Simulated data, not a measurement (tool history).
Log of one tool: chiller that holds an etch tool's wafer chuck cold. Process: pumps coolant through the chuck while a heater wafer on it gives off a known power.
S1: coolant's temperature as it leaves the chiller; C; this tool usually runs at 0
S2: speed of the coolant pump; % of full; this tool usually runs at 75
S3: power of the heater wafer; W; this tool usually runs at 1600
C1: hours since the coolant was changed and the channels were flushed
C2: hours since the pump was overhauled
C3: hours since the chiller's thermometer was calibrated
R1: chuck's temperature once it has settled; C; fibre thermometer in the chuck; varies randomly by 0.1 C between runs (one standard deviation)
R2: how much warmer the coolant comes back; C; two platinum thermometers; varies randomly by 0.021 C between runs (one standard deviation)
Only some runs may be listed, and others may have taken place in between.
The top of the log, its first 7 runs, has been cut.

| run | hour | S1 | S2 | S3 | C1 | C2 | C3 | R1 | R2 |
|---|---|---|---|---|---|---|---|---|---|
| 8 | 1086.3 | 0 | 87 | 1543 | 1108 | 4942 | 3918 | 14.2 | 3.41 |
| 9 | 1217.4 | 0 | 87 | 1543 | 1239 | 5073 | 4049 | 14.1 | 3.42 |
|  | 1262.4 | chiller's thermometer calibrated |
| 10 | 1416.6 | 0 | 87 | 1543 | 1438 | 5271 | 154 | 14.2 | 3.45 |
| 11 | 1620.9 | -8 | 75 | 1600 | 1642 | 5476 | 359 | 8.3 | 4.18 |
| 12 | 1802.5 | 0 | 75 | 1424 | 1823 | 5657 | 540 | 14.8 | 3.75 |
| 13 | 2007.6 | 0 | 75 | 1600 | 2029 | 5862 | 745 | 16.5 | 4.19 |
| 14 | 2112.9 | 0 | 75 | 1600 | 2134 | 5968 | 851 | 16.5 | 4.19 |
| 15 | 2229.7 | 0 | 75 | 1600 | 2251 | 6084 | 967 | 16.5 | 4.21 |
| 16 | 2444.0 | 0 | 75 | 1600 | 2465 | 6299 | 1182 | 16.5 | 4.20 |
| 17 | 2545.3 | 0 | 75 | 1120 | 2566 | 6400 | 1283 | 11.4 | 2.95 |
| 18 | 2746.5 | -1 | 75 | 1570 | 2768 | 6601 | 1484 | 15.0 | 4.14 |
| 19 | 2956.6 | -1 | 75 | 1570 | 2978 | 6811 | 1694 | 15.2 | 4.17 |
| 20 | 3076.2 | -1 | 75 | 1570 | 3097 | 6931 | 1814 | 15.1 | 4.17 |
| 21 | 3203.5 | -1 | 65 | 826 | 3224 | 7058 | 1941 | 8.6 | 2.59 |
|  | 3369.5 | coolant pump overhauled |
| 22 | 3423.7 | -1 | 65 | 826 | 3440 | 54 | 2156 | 8.4 | 2.57 |
| 23 | 3548.8 | 8 | 75 | 1008 | 3565 | 179 | 2281 | 18.5 | 2.69 |
| 24 | 3694.1 | 8 | 75 | 1008 | 3710 | 325 | 2427 | 18.2 | 2.76 |
| 25 | 3783.7 | 4 | 61 | 1864 | 3800 | 414 | 2516 | 26.4 | 6.12 |
| 26 | 3902.3 | 4 | 61 | 1864 | 3918 | 533 | 2635 | 26.5 | 6.17 |
| 27 | 4060.8 | 4 | 61 | 1864 | 4077 | 691 | 2793 | 26.5 | 6.15 |
|  | 4182.5 | gauge calibrated |
| 28 | 4201.6 | 4 | 61 | 1186 | 4218 | 832 | 2934 | 18.3 | 3.78 |
| 29 | 4292.8 | -4 | 67 | 2366 | 4309 | 923 | 3025 | 22.7 | 6.86 |
| 30 | 4472.8 | -2 | 75 | 1104 | 4489 | 1103 | 3205 | 9.4 | 2.81 |
| 31 | 4641.7 | -2 | 75 | 1104 | 4658 | 1272 | 3374 | 9.2 | 2.87 |

4 ways to go on from here, each from the tool as it stands after run 31. What would each give?
| A | 4738.0 | -4 | 72 | 894 | 4754 | 1369 | 3471 | ? | ? |
| B | 4738.0 | 9 | 75 | 1104 | 4754 | 1369 | 3471 | ? | ? |
| C | 4738.0 | 5 | 75 | 1134 | 4754 | 1369 | 3471 | ? | ? |
| D | 4738.0 | -8 | 77 | 1104 | 4754 | 1369 | 3471 | ? | ? |

| run | R1 | R2 |
|---|---|---|
| A | 5.5 | 2.43 |
| B | 20.3 | 2.86 |
| C | 16.7 | 2.96 |
| D | 3.2 | 2.76 |
Without the tool's unlogged condition, the same runs would have read:
| run | R1 | R2 |
|---|---|---|
| A | 5.4 | 2.41 |
| B | 20.3 | 2.84 |
| C | 16.7 | 2.94 |
| D | 3.2 | 2.74 |
